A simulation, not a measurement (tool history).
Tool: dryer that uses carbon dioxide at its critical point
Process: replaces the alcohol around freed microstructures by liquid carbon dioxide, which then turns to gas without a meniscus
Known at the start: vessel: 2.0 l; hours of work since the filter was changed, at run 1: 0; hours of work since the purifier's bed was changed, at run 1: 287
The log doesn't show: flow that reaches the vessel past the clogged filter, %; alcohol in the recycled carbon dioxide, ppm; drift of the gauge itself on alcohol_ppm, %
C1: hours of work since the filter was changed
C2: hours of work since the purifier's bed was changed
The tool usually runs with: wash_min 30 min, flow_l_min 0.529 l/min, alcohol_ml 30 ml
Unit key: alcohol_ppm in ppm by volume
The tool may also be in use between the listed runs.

run 1 day=0.000 | wash_min=30 flow_l_min=0.529 alcohol_ml=30 | C1=0 C2=287 | alcohol_ppm=41
run 2 day=0.854 | wash_min=45 flow_l_min=0.529 alcohol_ml=30 | C1=9 C2=295 | alcohol_ppm=32
run 3 day=1.588 | wash_min=30 flow_l_min=0.529 alcohol_ml=30 | C1=16 C2=303 | alcohol_ppm=41
run 4 day=2.054 | wash_min=30 flow_l_min=0.529 alcohol_ml=30 | C1=21 C2=308 | alcohol_ppm=37
run 5 day=3.142 | wash_min=30 flow_l_min=0.468 alcohol_ml=30 | C1=32 C2=319 | alcohol_ppm=52
run 6 day=3.621 | wash_min=30 flow_l_min=0.468 alcohol_ml=30 | C1=37 C2=323 | alcohol_ppm=55
run 7 day=4.367 | wash_min=30 flow_l_min=0.458 alcohol_ml=30 | C1=44 C2=331 | alcohol_ppm=62
run 8 day=5.196 | wash_min=30 flow_l_min=0.458 alcohol_ml=30 | C1=53 C2=339 | alcohol_ppm=61
run 9 day=6.050 | wash_min=30 flow_l_min=0.458 alcohol_ml=30 | C1=62 C2=348 | alcohol_ppm=50
run 10 day=6.725 | wash_min=30 flow_l_min=0.529 alcohol_ml=30 | C1=68 C2=355 | alcohol_ppm=37
run 11 day=7.467 | wash_min=21 flow_l_min=0.529 alcohol_ml=30 | C1=76 C2=363 | alcohol_ppm=102
run 12 day=8.558 | wash_min=30 flow_l_min=0.529 alcohol_ml=56 | C1=87 C2=374 | alcohol_ppm=59
run 13 day=9.462 | wash_min=30 flow_l_min=0.529 alcohol_ml=56 | C1=96 C2=383 | alcohol_ppm=52
run 14 day=10.546 | wash_min=30 flow_l_min=0.529 alcohol_ml=56 | C1=107 C2=394 | alcohol_ppm=54
run 15 day=11.612 | wash_min=30 flow_l_min=0.529 alcohol_ml=56 | C1=118 C2=405 | alcohol_ppm=57
run 16 day=12.125 | wash_min=30 flow_l_min=0.529 alcohol_ml=56 | C1=123 C2=410 | alcohol_ppm=60
run 17 day=12.800 | wash_min=30 flow_l_min=0.529 alcohol_ml=56 | C1=130 C2=417 | alcohol_ppm=62
run 18 day=13.808 | wash_min=30 flow_l_min=0.529 alcohol_ml=30 | C1=140 C2=427 | alcohol_ppm=48
run 19 day=14.742 | wash_min=30 flow_l_min=0.529 alcohol_ml=30 | C1=150 C2=437 | alcohol_ppm=54
run 20 day=15.354 | wash_min=30 flow_l_min=0.529 alcohol_ml=30 | C1=156 C2=443 | alcohol_ppm=58
run 21 day=16.025 | wash_min=30 flow_l_min=0.529 alcohol_ml=30 | C1=163 C2=450 | alcohol_ppm=59
run 22 day=16.658 | wash_min=30 flow_l_min=0.529 alcohol_ml=30 | C1=169 C2=456 | alcohol_ppm=54
run 23 day=17.421 | wash_min=30 flow_l_min=0.529 alcohol_ml=21 | C1=177 C2=464 | alcohol_ppm=54
run 24 day=17.904 | wash_min=30 flow_l_min=0.625 alcohol_ml=30 | C1=182 C2=469 | alcohol_ppm=50
run 25 day=18.671 | wash_min=21 flow_l_min=0.391 alcohol_ml=43 | C1=190 C2=477 | alcohol_ppm=517
run 26 day=19.338 | wash_min=21 flow_l_min=0.391 alcohol_ml=32 | C1=197 C2=483 | alcohol_ppm=393
run 27 day=19.817 | wash_min=21 flow_l_min=0.391 alcohol_ml=32 | C1=201 C2=488 | alcohol_ppm=398
run 28 day=20.850 | wash_min=21 flow_l_min=0.391 alcohol_ml=32 | C1=212 C2=499 | alcohol_ppm=397
run 29 day=21.917 | wash_min=26 flow_l_min=0.391 alcohol_ml=32 | C1=223 C2=509 | alcohol_ppm=194
run 30 day=22.796 | wash_min=34 flow_l_min=0.345 alcohol_ml=30 | C1=232 C2=518 | alcohol_ppm=110
run 31 day=23.421 | wash_min=47 flow_l_min=0.345 alcohol_ml=24 | C1=238 C2=525 | alcohol_ppm=64
run 32 day=24.500 | wash_min=19 flow_l_min=0.750 alcohol_ml=24 | C1=249 C2=536 | alcohol_ppm=71
run 33 day=25.033 | wash_min=24 flow_l_min=0.546 alcohol_ml=93 | C1=255 C2=541 | alcohol_ppm=160
run 34 day=26.042 | wash_min=29 flow_l_min=0.876 alcohol_ml=30 | C1=265 C2=551 | alcohol_ppm=59
run 35 day=26.921 | wash_min=29 flow_l_min=0.876 alcohol_ml=30 | C1=274 C2=560 | alcohol_ppm=49
run 36 day=27.379 | wash_min=26 flow_l_min=0.529 alcohol_ml=30 | C1=278 C2=565 | alcohol_ppm=82
run 37 day=28.233 | wash_min=44 flow_l_min=0.574 alcohol_ml=96 | C1=287 C2=574 | alcohol_ppm=52
-- day=28.825 inlet filter changed
run 38 day=28.825 | wash_min=33 flow_l_min=0.751 alcohol_ml=30 | C1=0 C2=579 | alcohol_ppm=54
run 39 day=29.271 | wash_min=33 flow_l_min=0.751 alcohol_ml=30 | C1=5 C2=584 | alcohol_ppm=56
run 40 day=30.096 | wash_min=48 flow_l_min=0.468 alcohol_ml=102 | C1=13 C2=592 | alcohol_ppm=55
run 41 day=30.629 | wash_min=39 flow_l_min=0.673 alcohol_ml=102 | C1=18 C2=598 | alcohol_ppm=57
run 42 day=31.667 | wash_min=39 flow_l_min=0.673 alcohol_ml=102 | C1=29 C2=608 | alcohol_ppm=58
run 43 day=32.438 | wash_min=39 flow_l_min=0.673 alcohol_ml=102 | C1=37 C2=616 | alcohol_ppm=58
run 44 day=32.904 | wash_min=23 flow_l_min=0.568 alcohol_ml=102 | C1=41 C2=621 | alcohol_ppm=143
run 45 day=33.458 | wash_min=23 flow_l_min=0.568 alcohol_ml=30 | C1=47 C2=626 | alcohol_ppm=92
run 46 day=34.346 | wash_min=42 flow_l_min=0.529 alcohol_ml=106 | C1=56 C2=635 | alcohol_ppm=65
run 47 day=35.212 | wash_min=42 flow_l_min=0.529 alcohol_ml=106 | C1=65 C2=644 | alcohol_ppm=67

4 options for the next run, each taken on its own from the tool as it stands now. Forecast them:
run A day=35.850 | wash_min=30 flow_l_min=0.529 alcohol_ml=72 | C1=71 C2=651 | alcohol_ppm=?
run B day=35.850 | wash_min=44 flow_l_min=0.599 alcohol_ml=120 | C1=71 C2=651 | alcohol_ppm=?
run C day=35.850 | wash_min=32 flow_l_min=0.529 alcohol_ml=51 | C1=71 C2=651 | alcohol_ppm=?
run D day=35.850 | wash_min=30 flow_l_min=0.529 alcohol_ml=20 | C1=71 C2=651 | alcohol_ppm=?

run=A alcohol_ppm=83
run=B alcohol_ppm=59
run=C alcohol_ppm=74
run=D alcohol_ppm=74
With the hidden condition removed and each run's random variation left untouched, the same runs would have given:
run=A alcohol_ppm=21
run=B alcohol_ppm=0
run=C alcohol_ppm=14
run=D alcohol_ppm=15
